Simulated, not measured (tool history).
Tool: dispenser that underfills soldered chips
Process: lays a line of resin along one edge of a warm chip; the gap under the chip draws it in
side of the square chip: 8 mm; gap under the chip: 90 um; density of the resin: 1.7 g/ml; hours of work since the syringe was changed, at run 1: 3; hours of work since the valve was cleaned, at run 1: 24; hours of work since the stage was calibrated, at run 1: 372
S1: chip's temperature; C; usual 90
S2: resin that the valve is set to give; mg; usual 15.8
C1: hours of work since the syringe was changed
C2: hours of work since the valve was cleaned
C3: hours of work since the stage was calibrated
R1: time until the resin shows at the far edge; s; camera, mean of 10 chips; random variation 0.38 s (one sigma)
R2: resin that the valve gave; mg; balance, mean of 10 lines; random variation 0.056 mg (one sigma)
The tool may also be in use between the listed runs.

Run 1, hour 0: usual settings; C1 3; C2 24; C3 372. Result: R1 29.2 s, R2 15.48 mg.
At hour 7.7: new syringe of resin.
Run 2, hour 8.7: usual settings; C1 1; C2 30; C3 378. Result: R1 25.9 s, R2 15.48 mg.
At hour 18.7: new syringe of resin.
Run 3, hour 20.4: usual settings; C1 1; C2 38; C3 386. Result: R1 26.4 s, R2 15.31 mg.
At hour 29.9: new syringe of resin.
Run 4, hour 31.8: usual settings; C1 1; C2 47; C3 395. Result: R1 26.3 s, R2 15.27 mg.
Run 5, hour 38.5: usual settings but S1 93 C; C1 6; C2 52; C3 400. Result: R1 34.7 s, R2 15.15 mg.
At hour 40.8: new syringe of resin.
Run 6, hour 47.1: usual settings but S1 93 C; C1 5; C2 58; C3 406. Result: R1 30.1 s, R2 15.02 mg.
At hour 52.1: new syringe of resin.
Run 7, hour 60: usual settings but S2 16.3 mg; C1 6; C2 67; C3 415. Result: R1 35.8 s, R2 15.51 mg.
At hour 63.6: new syringe of resin.
Run 8, hour 70.1: usual settings but S2 16.3 mg; C1 5; C2 74; C3 422. Result: R1 33.8 s, R2 15.36 mg.
At hour 75.4: new syringe of resin.
At hour 78.5: dispensing valve cleaned and set on the balance.
Run 9, hour 80.5: usual settings but S2 16.3 mg; C1 3; C2 1; C3 429. Result: R1 29.9 s, R2 16.28 mg.
At hour 88.1: new syringe of resin.
Run 10, hour 90: usual settings; C1 1; C2 8; C3 436. Result: R1 27.3 s, R2 15.69 mg.
At hour 99.5: new syringe of resin.
At hour 101.7: stage's temperature calibrated.
Run 11, hour 102.5: usual settings; C1 1; C2 17; C3 1. Result: R1 25.1 s, R2 15.62 mg.
At hour 111.5: new syringe of resin.
Run 12, hour 112: usual settings; C1 0; C2 23; C3 7. Result: R1 24 s, R2 15.54 mg.
At hour 122.6: new syringe of resin.
Run 13, hour 125.7: usual settings; C1 2; C2 33; C3 17. Result: R1 27.8 s, R2 15.43 mg.
At hour 133.5: new syringe of resin.
Run 14, hour 139.3: usual settings; C1 4; C2 43; C3 27. Result: R1 30.4 s, R2 15.3 mg.
At hour 144.5: new syringe of resin.
Run 15, hour 146.9: usual settings but S2 18 mg; C1 2; C2 49; C3 33. Result: R1 26.6 s, R2 17.42 mg.
Run 16, hour 153.3: usual settings; C1 7; C2 53; C3 37. Result: R1 36.4 s, R2 15.19 mg.
At hour 155.6: new syringe of resin.
Run 17, hour 165.2: usual settings; C1 7; C2 62; C3 46. Result: R1 38.8 s, R2 15.1 mg.
At hour 167: new syringe of resin.
Run 18, hour 171.4: usual settings; C1 3; C2 66; C3 50. Result: R1 29.1 s, R2 14.96 mg.
At hour 178.8: new syringe of resin.
Run 19, hour 183.7: usual settings; C1 4; C2 75; C3 59. Result: R1 30.4 s, R2 14.86 mg.
At hour 189.7: dispensing valve cleaned and set on the balance.
At hour 191: new syringe of resin.
Run 20, hour 198: usual settings but S1 91 C, S2 14.2 mg; C1 5; C2 6; C3 69. Result: R1 32.4 s, R2 14.16 mg.
At hour 202.2: new syringe of resin.
Run 21, hour 204.4: usual settings but S1 86 C, S2 16.5 mg; C1 2; C2 10; C3 73. Result: R1 29.4 s, R2 16.46 mg.
Run 22, hour 210.4: usual settings but S1 98 C, S2 17.7 mg; C1 6; C2 15; C3 78. Result: R1 28.3 s, R2 17.47 mg.
At hour 213.2: new syringe of resin.
Run 23, hour 221.5: usual settings but S1 75 C, S2 15.1 mg; C1 6; C2 23; C3 86. Result: R1 54.7 s, R2 14.81 mg.
At hour 224.2: new syringe of resin.
Run 24, hour 228.1: usual settings but S1 84 C, S2 17.3 mg; C1 3; C2 28; C3 90. Result: R1 34.4 s, R2 16.9 mg.
At hour 235.9: new syringe of resin.
Run 25, hour 241.6: usual settings but S1 84 C, S2 17.3 mg; C1 4; C2 37; C3 100. Result: R1 37 s, R2 16.8 mg.
At hour 246.9: new syringe of resin.
Run 26, hour 253.8: usual settings but S1 80 C, S2 14.4 mg; C1 5; C2 46; C3 109. Result: R1 45.8 s, R2 13.87 mg.
At hour 258.2: new syringe of resin.
Run 27, hour 265.1: usual settings but S1 98 C, S2 14.8 mg; C1 5; C2 54; C3 117. Result: R1 27.9 s, R2 14.17 mg.
At hour 269.1: new syringe of resin.
Run 28, hour 277.3: usual settings but S1 83 C, S2 17.3 mg; C1 6; C2 63; C3 126. Result: R1 43.8 s, R2 16.45 mg.
At hour 280.1: new syringe of resin.
Run 29, hour 287.8: usual settings but S1 83 C, S2 17.3 mg; C1 6; C2 71; C3 134. Result: R1 43.3 s, R2 16.23 mg.
At hour 291.2: new syringe of resin.
At hour 300.5: dispensing valve cleaned and set on the balance.
Run 30, hour 300.5: usual settings but S1 83 C, S2 17.3 mg; C1 6; C2 0; C3 142. Result: R1 43.2 s, R2 17.42 mg.
At hour 303.5: new syringe of resin.
Run 31, hour 311.4: usual settings but S1 83 C, S2 17.3 mg; C1 6; C2 8; C3 150. Result: R1 42.8 s, R2 17.26 mg.
At hour 314.9: new syringe of resin.
Run 32, hour 317.8: usual settings but S1 83 C, S2 17.3 mg; C1 2; C2 12; C3 154. Result: R1 33.1 s, R2 17.01 mg.
At hour 326.6: new syringe of resin.
Run 33, hour 328.5: usual settings but S1 76 C, S2 20 mg; C1 1; C2 20; C3 162. Result: R1 38.9 s, R2 19.81 mg.
At hour 337.9: new syringe of resin.
Run 34, hour 341.8: usual settings but S1 76 C, S2 20 mg; C1 3; C2 30; C3 172. Result: R1 42.7 s, R2 19.51 mg.
At hour 348.9: new syringe of resin.
Run 35, hour 351.5: usual settings but S1 98 C, S2 17.4 mg; C1 2; C2 37; C3 179. Result: R1 21.4 s, R2 16.94 mg.

4 ways to go on from here, each from the tool as it stands after run 35. What would each give?
Run A, hour 359.1: usual settings but S1 99 C, S2 20.5 mg; C1 8; C2 42; C3 184. Result: R1 ?, R2 ?.
Run B, hour 359.1: usual settings but S1 98 C, S2 13.6 mg; C1 8; C2 42; C3 184. Result: R1 ?, R2 ?.
Run C, hour 359.1: usual settings but S1 98 C, S2 14.8 mg; C1 8; C2 42; C3 184. Result: R1 ?, R2 ?.
Run D, hour 359.1: usual settings but S1 96 C; C1 8; C2 42; C3 184. Result: R1 ?, R2 ?.

run    R1     R2
  A  31.4  19.89
  B  33.4  13.16
  C  33.3  14.42
  D  34.4  15.21
Without the tool's hidden state the same runs would have given:
run    R1     R2
  A  18.3  20.53
  B  19.2  13.58
  C  19.4  14.89
  D    20   15.7

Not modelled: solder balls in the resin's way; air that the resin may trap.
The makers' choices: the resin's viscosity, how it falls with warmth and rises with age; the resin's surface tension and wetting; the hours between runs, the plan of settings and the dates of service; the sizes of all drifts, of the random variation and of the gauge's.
